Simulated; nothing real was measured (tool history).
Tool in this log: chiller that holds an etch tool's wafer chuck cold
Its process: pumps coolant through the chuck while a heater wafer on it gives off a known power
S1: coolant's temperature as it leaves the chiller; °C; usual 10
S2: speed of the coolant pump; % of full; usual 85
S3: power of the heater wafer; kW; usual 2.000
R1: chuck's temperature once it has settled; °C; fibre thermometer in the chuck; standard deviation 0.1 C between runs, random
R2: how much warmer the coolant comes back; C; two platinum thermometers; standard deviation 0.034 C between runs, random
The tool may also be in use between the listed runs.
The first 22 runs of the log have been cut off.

run,day,S1,S2,S3,R1,R2
23,22.958,1,70,1.132,11.4,5.39
24,24.446,19,62,1.771,36.5,9.51
25,25.283,11,66,1.817,28.3,9.22
26,26.700,11,66,1.698,27.1,8.58
27,27.900,11,66,1.698,27.4,8.64
28,28.671,8,61,1.887,26.8,10.31
29,29.588,6,85,2.000,22.5,7.92
30,30.204,6,68,1.574,20.8,7.73
31,30.846,6,68,1.574,20.8,7.73
32,32.046,10,73,2.000,27.9,9.18

What if the next run were any one of these 3? Each begins from the tool's condition after run 32:
A,33.254,10,82,1.957,?,?
B,33.254,11,64,1.027,?,?
C,33.254,5,100,1.114,?,?

run,R1,R2
A,26.3,7.98
B,21.2,5.39
C,13.6,3.77
Take away the tool's hidden state, keep each run's random variation, and the runs would have read:
run,R1,R2
A,24.6,7.79
B,20.0,5.26
C,12.5,3.68
